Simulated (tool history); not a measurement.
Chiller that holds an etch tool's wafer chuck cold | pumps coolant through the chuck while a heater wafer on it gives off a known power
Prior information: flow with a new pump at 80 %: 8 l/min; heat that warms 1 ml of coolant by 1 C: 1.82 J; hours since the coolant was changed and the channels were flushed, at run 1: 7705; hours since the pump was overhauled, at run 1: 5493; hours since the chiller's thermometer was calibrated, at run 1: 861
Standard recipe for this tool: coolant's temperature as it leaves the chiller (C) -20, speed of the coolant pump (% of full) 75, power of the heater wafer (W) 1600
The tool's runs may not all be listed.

run    hour  coolant's temperature as it leaves the chiller (C)  speed of the coolant pump (% of full)  power of the heater wafer (W)  hours since the coolant was changed and the channels were flushed  hours since the pump was overhauled  hours since the chiller's thermometer was calibrated  chuck's temperature once it has settled (C)  how much warmer the coolant comes back (C)
  1     0.0                                                 -20                                     75                           1600                                                               7705                                 5493                                                   861                                         -6.1                                        7.09
  2    86.1                                                 -20                                     75                           1600                                                               7791                                 5579                                                   947                                         -6.1                                        7.13
  3   187.9                                                 -20                                     72                           1600                                                               7893                                 5681                                                  1049                                         -5.6                                        7.39
  4   292.6                                                 -20                                     89                           1600                                                               7997                                 5785                                                  1153                                         -8.1                                        5.90
  5   373.4                                                 -20                                     75                           1735                                                               8078                                 5866                                                  1234                                         -4.7                                        7.70
  6   456.7                                                 -25                                     75                           1600                                                               8161                                 5949                                                  1317                                        -10.9                                        7.04
  7   565.8                                                 -24                                     75                           1600                                                               8271                                 6059                                                  1427                                        -10.1                                        7.08
      649.2  -- coolant changed, channels flushed
  8   697.7                                                 -24                                     75                           1600                                                                 48                                 6184                                                  1552                                         -9.8                                        7.05
  9   827.5                                                 -15                                     75                           1600                                                                178                                 6314                                                  1682                                         -1.0                                        7.08
 10   943.2                                                 -15                                     75                           1600                                                                294                                 6430                                                  1798                                         -0.9                                        7.02
 11  1023.8                                                 -20                                     67                           1600                                                                375                                 6510                                                  1879                                         -4.6                                        7.94
 12  1128.2                                                 -20                                     98                           1600                                                                479                                 6615                                                  1983                                         -9.1                                        5.21
 13  1233.5                                                 -20                                     98                           1600                                                                584                                 6720                                                  2088                                         -9.0                                        5.22
 14  1340.5                                                 -20                                     75                           1134                                                                691                                 6827                                                  2195                                        -10.1                                        4.91
 15  1504.1                                                 -20                                     75                           1134                                                                855                                 6991                                                  2359                                        -10.2                                        4.96
 16  1641.9                                                 -20                                     75                           1134                                                                993                                 7129                                                  2497                                        -10.0                                        4.89
 17  1731.6                                                 -30                                     75                           1039                                                               1082                                 7218                                                  2586                                        -21.1                                        4.55
 18  1890.4                                                 -29                                     68                           1600                                                               1241                                 7377                                                  2745                                        -13.6                                        7.83
 19  2003.0                                                 -13                                     77                           1399                                                               1354                                 7490                                                  2858                                         -1.1                                        5.92
 20  2121.4                                                 -17                                     75                           1600                                                               1472                                 7608                                                  2976                                         -3.2                                        6.97
 21  2248.8                                                 -22                                     72                           1022                                                               1600                                 7735                                                  3104                                        -12.8                                        4.63
 22  2348.8                                                 -22                                     69                            918                                                               1700                                 7835                                                  3204                                        -13.3                                        4.38
 23  2528.0                                                 -16                                     75                           1084                                                               1879                                 8015                                                  3383                                         -6.6                                        4.66
 24  2701.5                                                 -17                                     75                           1167                                                               2052                                 8188                                                  3556                                         -6.8                                        5.02
 25  2869.6                                                 -24                                     89                           1334                                                               2220                                 8356                                                  3724                                        -14.1                                        4.74
 26  2989.3                                                 -22                                     68                            897                                                               2340                                 8476                                                  3844                                        -13.5                                        4.25
 27  3158.6                                                 -22                                     68                            897                                                               2509                                 8645                                                  4013                                        -13.2                                        4.26
 28  3275.8                                                 -20                                     97                           1600                                                               2627                                 8762                                                  4131                                         -9.0                                        5.12
 29  3357.9                                                 -25                                     97                           1600                                                               2709                                 8845                                                  4213                                        -13.9                                        5.18
 30  3434.7                                                 -16                                     76                            835                                                               2785                                 8921                                                  4289                                         -8.7                                        3.48
 31  3551.2                                                 -20                                     75                           2319                                                               2902                                 9038                                                  4406                                          0.4                                       10.08
 32  3659.6                                                 -11                                     75                           2319                                                               3010                                 9146                                                  4514                                          9.3                                       10.12

Hidden condition of the tool, last listed run before each entry between runs versus first listed run after:
Logged between run 7 and run 8: coolant changed, channels flushed (hour 649.2)
  heat passed by the chuck's channels, % of clean ones': 99.7 -> 100; drift of the gauge itself on warmer_back_c, C: -0.03 -> -0.04
  the result without the hidden state subtracted from the measured one, how much warmer the coolant comes back (C): -0.03 -> -0.04

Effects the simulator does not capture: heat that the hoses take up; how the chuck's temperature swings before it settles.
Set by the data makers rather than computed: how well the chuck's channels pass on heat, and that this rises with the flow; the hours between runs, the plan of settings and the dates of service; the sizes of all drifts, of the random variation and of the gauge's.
